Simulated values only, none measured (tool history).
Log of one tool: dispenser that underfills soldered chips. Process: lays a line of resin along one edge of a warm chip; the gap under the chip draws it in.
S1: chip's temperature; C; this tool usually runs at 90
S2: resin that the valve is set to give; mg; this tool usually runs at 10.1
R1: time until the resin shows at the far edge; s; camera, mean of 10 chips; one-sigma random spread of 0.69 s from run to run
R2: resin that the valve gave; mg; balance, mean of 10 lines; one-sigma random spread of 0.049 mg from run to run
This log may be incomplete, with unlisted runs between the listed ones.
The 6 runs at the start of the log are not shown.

Run 7, hour 41.8: usual settings but S2 10.9 mg. Result: R1 89.7 s, R2 10.13 mg.
At hour 42.7: new syringe of resin.
At hour 44.6: dispensing valve cleaned and set on the balance.
Run 8, hour 51.0: usual settings. Result: R1 83.0 s, R2 10.04 mg.
At hour 54.7: new syringe of resin.
Run 9, hour 57.3: usual settings. Result: R1 68.2 s, R2 10.17 mg.
Run 10, hour 61.5: usual settings. Result: R1 78.3 s, R2 10.10 mg.
At hour 65.7: new syringe of resin.
Run 11, hour 68.0: usual settings. Result: R1 69.2 s, R2 10.04 mg.
At hour 76.2: new syringe of resin.
Run 12, hour 77.7: usual settings. Result: R1 67.7 s, R2 10.01 mg.
Run 13, hour 83.4: usual settings. Result: R1 81.2 s, R2 10.00 mg.
At hour 87.0: new syringe of resin.
Run 14, hour 90.4: usual settings but S1 77 C. Result: R1 139.8 s, R2 9.90 mg.
Run 15, hour 95.9: usual settings but S1 77 C. Result: R1 163.7 s, R2 9.86 mg.
At hour 97.7: new syringe of resin.
Run 16, hour 102.1: usual settings but S1 77 C. Result: R1 138.8 s, R2 9.74 mg.
At hour 108.7: new syringe of resin.
Run 17, hour 109.6: usual settings but S1 77 C. Result: R1 127.5 s, R2 9.85 mg.
Run 18, hour 116.3: usual settings but S1 77 C. Result: R1 156.8 s, R2 9.75 mg.
At hour 119.6: new syringe of resin.
Run 19, hour 123.7: usual settings but S1 77 C. Result: R1 143.4 s, R2 9.77 mg.
Run 20, hour 129.0: usual settings but S1 77 C. Result: R1 168.4 s, R2 9.72 mg.
At hour 130.2: new syringe of resin.
Run 21, hour 135.0: usual settings but S2 11.4 mg. Result: R1 73.5 s, R2 10.92 mg.
Run 22, hour 140.1: usual settings but S1 87 C, S2 8.7 mg. Result: R1 104.1 s, R2 8.30 mg.

Run 23, settings as shown, results not yet in. Your forecast:
At hour 141.3: new syringe of resin.
Run 23, hour 145.6: usual settings but S1 94 C, S2 11.8 mg. Result: R1 ?, R2 ?.

{"run 23": {"R1": 60.7, "R2": 11.32}}
With no hidden state in the tool, this same run would have given R1 51.0 s, R2 11.84 mg.
